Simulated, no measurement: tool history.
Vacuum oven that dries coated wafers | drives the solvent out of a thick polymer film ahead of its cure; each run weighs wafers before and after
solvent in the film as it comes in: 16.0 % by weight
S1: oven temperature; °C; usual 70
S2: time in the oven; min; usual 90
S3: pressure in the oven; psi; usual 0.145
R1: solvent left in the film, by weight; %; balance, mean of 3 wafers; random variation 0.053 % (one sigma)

| run | day | S1 | S2 | S3 | R1 |
|---|---|---|---|---|---|
| 1 | 0 | 70 | 90 | 0.145 | 4.21 |
| 2 | 0.617 | 62 | 90 | 0.145 | 7.34 |
| 3 | 1.25 | 62 | 90 | 0.145 | 7.34 |
| 4 | 2.229 | 62 | 90 | 0.145 | 7.36 |
| 5 | 2.925 | 62 | 90 | 0.145 | 7.45 |
| 6 | 4.117 | 67 | 90 | 0.145 | 5.39 |
| 7 | 5.129 | 67 | 90 | 0.145 | 5.44 |
| 8 | 5.679 | 67 | 90 | 0.145 | 5.42 |
| 9 | 6.45 | 67 | 90 | 0.145 | 5.37 |
| 10 | 7.383 | 79 | 90 | 0.129 | 1.5 |

Run 11 comes next. What will it give?
| 11 | 8.046 | 81 | 90 | 0.22 | ? |

{"run 11": {"R1": 1.52}}
Without the tool's hidden state the same run would have given R1 1.51 %.
